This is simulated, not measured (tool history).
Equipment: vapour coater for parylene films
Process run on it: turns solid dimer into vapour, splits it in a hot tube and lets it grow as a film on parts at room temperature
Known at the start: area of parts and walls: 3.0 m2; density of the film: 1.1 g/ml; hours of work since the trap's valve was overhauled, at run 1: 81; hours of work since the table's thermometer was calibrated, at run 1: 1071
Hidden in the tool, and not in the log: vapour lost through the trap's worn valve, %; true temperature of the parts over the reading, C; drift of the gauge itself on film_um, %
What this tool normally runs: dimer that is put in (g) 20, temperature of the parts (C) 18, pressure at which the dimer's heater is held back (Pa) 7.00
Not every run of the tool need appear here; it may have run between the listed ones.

run,day,dimer that is put in (g),temperature of the parts (C),pressure at which the dimer's heater is held back (Pa),hours of work since the trap's valve was overhauled,hours of work since the table's thermometer was calibrated,thickness of the film (um)
1,0.000,20,18,7.00,81,1071,3.33
2,1.279,20,18,7.00,101,1092,3.27
3,2.888,20,18,7.00,127,1118,3.27
4,4.117,20,18,7.00,147,1138,3.21
5,4.942,20,18,7.00,161,1152,3.18
6,5.954,20,18,6.89,177,1168,3.13
7,6.829,20,18,6.89,191,1182,3.16
# day 8.429: trap's valve overhauled
8,8.442,20,18,7.00,0,1206,2.87
9,9.871,20,18,7.00,23,1229,2.83
# day 10.967: trap's valve overhauled, once more
10,11.308,20,18,7.00,6,1249,3.46
11,12.258,20,18,7.00,21,1265,3.41
12,13.683,20,18,7.00,44,1288,3.45
13,14.792,20,18,7.00,62,1306,3.33
14,15.592,20,20,7.00,75,1319,3.11
15,16.833,20,20,7.00,95,1339,3.12
16,17.867,20,20,7.00,112,1356,3.04
17,18.888,20,20,7.00,128,1372,3.04
18,20.525,20,20,7.00,155,1399,2.99
19,21.838,20,20,7.00,176,1420,2.97
20,22.583,20,20,7.00,188,1432,3.00
# day 23.346: table's thermometer calibrated
21,23.379,20,28,10.64,201,1,2.02
22,24.117,20,28,10.64,213,12,1.99
# day 24.425: trap's valve overhauled
23,25.458,27,28,9.99,17,32,3.09
24,26.421,27,28,9.99,32,47,3.10
25,27.183,16,14,7.00,45,60,3.01
26,28.683,14,10,2.37,69,84,3.23
27,29.638,14,10,2.37,85,99,3.22
28,31.104,33,17,6.24,108,123,5.46
29,32.279,33,17,3.41,127,142,5.67
30,33.542,20,14,7.00,148,163,3.61
31,35.071,35,13,3.74,173,188,6.64
32,35.975,10,13,3.84,187,202,1.87
33,36.850,9,10,2.04,202,216,1.99

Below are 3 alternative next runs, each starting from the tool's condition after run 33. Predict each:
# day 37.808: trap's valve overhauled
A,37.808,28,20,10.34,0,229,?
# day 37.808: trap's valve overhauled
B,37.808,9,10,7.56,0,229,?
# day 37.808: trap's valve overhauled
C,37.808,15,18,7.00,0,229,?

run,thickness of the film (um)
A,4.27
B,2.02
C,2.52
The same runs, with their run-to-run variation unchanged, on a tool lacking any hidden condition would have given:
run,thickness of the film (um)
A,4.24
B,2.01
C,2.51

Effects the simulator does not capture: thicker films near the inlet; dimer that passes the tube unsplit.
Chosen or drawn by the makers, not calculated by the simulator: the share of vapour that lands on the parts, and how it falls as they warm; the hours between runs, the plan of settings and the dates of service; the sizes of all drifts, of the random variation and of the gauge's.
